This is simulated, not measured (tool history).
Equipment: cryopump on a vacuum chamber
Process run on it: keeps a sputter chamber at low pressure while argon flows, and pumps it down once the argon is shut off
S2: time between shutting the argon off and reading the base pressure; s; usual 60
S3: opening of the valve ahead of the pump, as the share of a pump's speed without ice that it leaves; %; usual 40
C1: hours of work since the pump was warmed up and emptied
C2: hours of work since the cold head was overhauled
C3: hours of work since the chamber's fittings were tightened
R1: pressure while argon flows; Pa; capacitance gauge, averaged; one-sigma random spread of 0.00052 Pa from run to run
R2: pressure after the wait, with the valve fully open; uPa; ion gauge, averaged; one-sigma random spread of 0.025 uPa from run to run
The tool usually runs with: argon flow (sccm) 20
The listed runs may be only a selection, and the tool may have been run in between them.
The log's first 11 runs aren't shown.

Run 12, day 17.117: usual settings but S3 26 %; C1 75; C2 715; C3 1556. Result: R1 0.0539 Pa, R2 1.16 uPa.
Run 13, day 19.404: usual settings but S3 26 %; C1 103; C2 744; C3 1585. Result: R1 0.0537 Pa, R2 1.22 uPa.
Run 14, day 20.733: usual settings; C1 120; C2 761; C3 1601. Result: R1 0.0351 Pa, R2 1.21 uPa.
Run 15, day 21.846: usual settings; C1 134; C2 775; C3 1616. Result: R1 0.0360 Pa, R2 1.25 uPa.
Run 16, day 23.642: usual settings; C1 157; C2 797; C3 1638. Result: R1 0.0365 Pa, R2 1.24 uPa.
Run 17, day 25.667: usual settings; C1 182; C2 823; C3 1664. Result: R1 0.0355 Pa, R2 1.26 uPa.
Run 18, day 27.938: usual settings; C1 211; C2 851; C3 1692. Result: R1 0.0374 Pa, R2 1.26 uPa.
Run 19, day 29.238: usual settings but argon flow (sccm) 9, S2 47 s; C1 227; C2 868; C3 1709. Result: R1 0.0170 Pa, R2 1.49 uPa.
Run 20, day 30.762: usual settings but S2 272 s; C1 246; C2 887; C3 1728. Result: R1 0.0362 Pa, R2 0.63 uPa.
Run 21, day 31.871: usual settings but S2 272 s; C1 260; C2 901; C3 1742. Result: R1 0.0373 Pa, R2 0.66 uPa.
Run 22, day 32.996: usual settings but argon flow (sccm) 13, S2 272 s, S3 28 %; C1 275; C2 915; C3 1756. Result: R1 0.0339 Pa, R2 0.67 uPa.
Run 23, day 34.275: usual settings but argon flow (sccm) 13, S2 272 s, S3 28 %; C1 291; C2 931; C3 1772. Result: R1 0.0338 Pa, R2 0.65 uPa.
Run 24, day 36.154: usual settings but argon flow (sccm) 8, S2 82 s, S3 16 %; C1 314; C2 955; C3 1796. Result: R1 0.0366 Pa, R2 1.11 uPa.
Run 25, day 37.596: usual settings but argon flow (sccm) 10, S2 104 s, S3 43 %; C1 333; C2 973; C3 1814. Result: R1 0.0173 Pa, R2 0.95 uPa.
Run 26, day 39.579: usual settings but argon flow (sccm) 10, S2 104 s, S3 43 %; C1 358; C2 998; C3 1839. Result: R1 0.0178 Pa, R2 0.99 uPa.
Run 27, day 41.008: usual settings but argon flow (sccm) 10, S2 104 s, S3 43 %; C1 376; C2 1016; C3 1857. Result: R1 0.0181 Pa, R2 1.01 uPa.
Run 28, day 43.338: usual settings but argon flow (sccm) 10, S2 104 s, S3 55 %; C1 405; C2 1045; C3 1886. Result: R1 0.0146 Pa, R2 1.01 uPa.
Run 29, day 45.104: usual settings but argon flow (sccm) 14, S2 104 s, S3 55 %; C1 427; C2 1068; C3 1909. Result: R1 0.0205 Pa, R2 1.03 uPa.
Run 30, day 47.112: usual settings but argon flow (sccm) 14, S2 34 s, S3 28 %; C1 453; C2 1093; C3 1934. Result: R1 0.0385 Pa, R2 2.05 uPa.
Run 31, day 48.629: usual settings but argon flow (sccm) 23, S2 108 s, S3 43 %; C1 472; C2 1112; C3 1953. Result: R1 0.0422 Pa, R2 1.06 uPa.
Run 32, day 49.675: usual settings but argon flow (sccm) 23, S2 108 s, S3 43 %; C1 485; C2 1125; C3 1966. Result: R1 0.0425 Pa, R2 1.06 uPa.
Run 33, day 51.229: usual settings but argon flow (sccm) 14, S2 145 s, S3 45 %; C1 504; C2 1145; C3 1986. Result: R1 0.0246 Pa, R2 0.94 uPa.
Run 34, day 53.579: usual settings but argon flow (sccm) 18, S2 26 s, S3 29 %; C1 534; C2 1174; C3 2015. Result: R1 0.0478 Pa, R2 2.54 uPa.

Alternative continuations, all from the tool just after run 34; predict every row:
Run A, day 55.133: usual settings but argon flow (sccm) 12, S2 26 s, S3 30 %; C1 554; C2 1194; C3 2035. Result: R1 ?, R2 ?.
Run B, day 55.133: usual settings but argon flow (sccm) 12, S2 232 s, S3 35 %; C1 554; C2 1194; C3 2035. Result: R1 ?, R2 ?.
Run C, day 55.133: usual settings but argon flow (sccm) 26, S3 23 %; C1 554; C2 1194; C3 2035. Result: R1 ?, R2 ?.

run      R1    R2
  A  0.0318  2.50
  B  0.0271  0.84
  C  0.0857  1.45
Without the tool's unlogged condition, the same runs would have read:
run      R1    R2
  A  0.0281  1.99
  B  0.0234  0.33
  C  0.0777  0.94
